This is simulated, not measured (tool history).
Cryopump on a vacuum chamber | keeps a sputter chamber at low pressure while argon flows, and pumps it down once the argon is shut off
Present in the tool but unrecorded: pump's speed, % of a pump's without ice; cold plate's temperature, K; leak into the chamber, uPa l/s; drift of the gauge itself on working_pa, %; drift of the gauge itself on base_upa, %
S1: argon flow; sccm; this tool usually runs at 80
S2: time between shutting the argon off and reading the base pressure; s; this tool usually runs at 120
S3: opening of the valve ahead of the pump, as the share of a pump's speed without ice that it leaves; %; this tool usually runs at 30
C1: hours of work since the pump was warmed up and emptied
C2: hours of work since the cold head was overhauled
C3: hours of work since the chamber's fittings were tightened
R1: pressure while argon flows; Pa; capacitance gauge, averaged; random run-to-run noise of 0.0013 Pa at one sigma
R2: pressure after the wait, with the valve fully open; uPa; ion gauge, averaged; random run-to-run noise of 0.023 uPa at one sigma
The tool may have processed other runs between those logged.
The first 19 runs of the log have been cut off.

run 20 hour=362.6 | S1=59 S2=116 S3=59 | C1=104 C2=1118 C3=1801 | R1=0.129 R2=2.56
run 21 hour=381.9 | S1=59 S2=116 S3=59 | C1=120 C2=1135 C3=1818 | R1=0.128 R2=2.61
run 22 hour=401 | S1=80 S2=78 S3=50 | C1=137 C2=1151 C3=1834 | R1=0.2065 R2=2.93
run 23 hour=424.4 | S1=33 S2=23 S3=29 | C1=157 C2=1172 C3=1855 | R1=0.1419 R2=4.75
run 24 hour=446.4 | S1=157 S2=65 S3=54 | C1=176 C2=1191 C3=1874 | R1=0.3881 R2=3.16
run 25 hour=463 | S1=157 S2=63 S3=26 | C1=191 C2=1205 C3=1888 | R1=0.7614 R2=3.22
run 26 hour=480 | S1=77 S2=63 S3=26 | C1=205 C2=1220 C3=1903 | R1=0.3742 R2=3.29
run 27 hour=502.9 | S1=116 S2=244 S3=30 | C1=225 C2=1240 C3=1923 | R1=0.4984 R2=2.74
run 28 hour=520.7 | S1=56 S2=120 S3=24 | C1=241 C2=1255 C3=1938 | R1=0.2974 R2=3.08
run 29 hour=544.1 | S1=56 S2=120 S3=24 | C1=261 C2=1276 C3=1958 | R1=0.2996 R2=3.16
run 30 hour=569.2 | S1=37 S2=126 S3=30 | C1=283 C2=1297 C3=1980 | R1=0.1646 R2=3.3
run 31 hour=594.1 | S1=32 S2=162 S3=28 | C1=304 C2=1319 C3=2002 | R1=0.1532 R2=3.28
run 32 hour=614 | S1=32 S2=162 S3=28 | C1=322 C2=1336 C3=2019 | R1=0.154 R2=3.43
-- hour=624.2 pump warmed up, emptied and cooled again
run 33 hour=644.5 | S1=79 S2=120 S3=30 | C1=18 C2=1358 C3=2041 | R1=0.3119 R2=2.54
run 34 hour=666.5 | S1=79 S2=120 S3=30 | C1=37 C2=1377 C3=2060 | R1=0.3153 R2=2.75

3 options for the next run, each taken on its own from the tool as it stands now. Forecast them:
run A hour=687.2 | S1=60 S2=120 S3=20 | C1=55 C2=1395 C3=2078 | R1=? R2=?
run B hour=687.2 | S1=80 S2=120 S3=24 | C1=55 C2=1395 C3=2078 | R1=? R2=?
run C hour=687.2 | S1=79 S2=121 S3=30 | C1=55 C2=1395 C3=2078 | R1=? R2=?

run=A R1=0.356 R2=2.68
run=B R1=0.3987 R2=2.77
run=C R1=0.3158 R2=2.57
With the hidden condition removed and each run's random variation left untouched, the same runs would have given:
run=A R1=0.3499 R2=0.7
run=B R1=0.3906 R2=0.75
run=C R1=0.3078 R2=0.63

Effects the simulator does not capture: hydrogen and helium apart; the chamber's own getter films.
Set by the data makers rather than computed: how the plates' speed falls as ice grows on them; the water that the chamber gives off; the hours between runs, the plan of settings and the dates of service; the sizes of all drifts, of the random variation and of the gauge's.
